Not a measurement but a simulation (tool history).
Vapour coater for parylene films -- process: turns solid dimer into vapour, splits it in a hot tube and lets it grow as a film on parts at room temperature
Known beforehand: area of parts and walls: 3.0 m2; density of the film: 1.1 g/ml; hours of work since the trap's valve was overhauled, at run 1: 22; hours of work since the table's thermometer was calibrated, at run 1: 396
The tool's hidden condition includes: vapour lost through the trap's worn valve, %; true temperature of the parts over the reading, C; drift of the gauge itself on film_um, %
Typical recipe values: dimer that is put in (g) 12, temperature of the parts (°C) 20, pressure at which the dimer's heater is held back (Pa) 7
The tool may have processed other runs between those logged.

run	hour	dimer that is put in (g)	temperature of the parts (°C)	pressure at which the dimer's heater is held back (Pa)	hours of work since the trap's valve was overhauled	hours of work since the table's thermometer was calibrated	thickness of the film (um)
1	0	12	20	7	22	396	2.075
2	16.6	12	20	7	36	410	2.062
3	29.2	12	20	7	47	421	2.065
4	41.1	12	20	7	57	431	2.064
5	53.5	12	20	5.59	67	442	2.164
6	68.7	12	20	8.03	80	455	2.007
7	83.9	12	20	8.03	93	468	1.983
8	95.2	12	20	8.03	103	477	1.974
9	108.6	12	20	7.46	114	489	2.031
10	125.9	12	20	7.46	129	504	2.006
11	146.2	13	20	7	146	521	2.194
12	159.7	12	20	7	158	532	2.034
13	171.3	12	20	7	168	542	2.022
14	180.5	12	20	7	176	550	1.992
15	197.8	12	20	6.1	190	565	2.068
16	209.9	12	20	6.1	201	575	2.048
17	231.6	12	20	6.1	219	594	2.051
18	243.6	12	20	6.1	229	604	2.048
19	261	12	23	6.1	244	619	1.941
20	270.3	12	23	6.1	252	627	1.924
21	284.8	12	23	6.1	264	639	1.928
22	295	12	23	6.1	273	648	1.936
23	311.4	12	20	7	287	662	1.962
24	321.5	12	20	2.24	296	670	2.49
25	340.5	17	24	6.99	312	686	2.577
26	353.9	19	20	4.14	323	698	3.44
27	363.9	11	20	4.14	332	706	1.987
28	373.7	11	20	4.14	340	715	1.987
# hour 395.1: trap's valve overhauled
29	397.1	12	25	2.74	2	731	2.326
30	416.9	12	25	2.74	19	748	2.311
31	428.7	12	25	2.74	29	758	2.305
32	438.1	12	25	2.74	37	766	2.3
33	456.9	8	28	6.79	53	782	1.202
34	470.6	21	13	7	64	794	4.106
35	486.1	21	13	7	78	807	4.088
36	506.4	21	13	3.07	95	825	4.821
37	516.2	14	20	3.07	103	833	2.853
38	529.5	12	20	2.99	115	844	2.421
39	543.9	12	20	2.99	127	857	2.423
40	565.9	12	20	2.99	146	875	2.408
41	583	12	29	7	160	890	1.715
42	599.7	12	29	7	174	904	1.713
43	613.3	8	29	2.11	186	916	1.453
44	626.4	8	29	2.11	197	927	1.455
45	642	16	30	2.39	210	940	2.769
46	660.8	8	20	7	227	956	1.345
47	674.8	8	20	7	238	968	1.335

Consider 4 possible next runs. They are alternatives, not a sequence: every one starts from the tool as it was left by run 47. What does each give?
A	694.2	12	13	7	255	985	?
B	694.2	17	12	3.5	255	985	?
C	694.2	12	20	7	255	985	?
D	694.2	10	19	9.44	255	985	?

run	thickness of the film (um)
A	2.245
B	3.747
C	1.969
D	1.589
Stripped of hidden state, with their random variation kept, the same runs would have yielded:
run	thickness of the film (um)
A	2.388
B	3.983
C	2.094
D	1.69
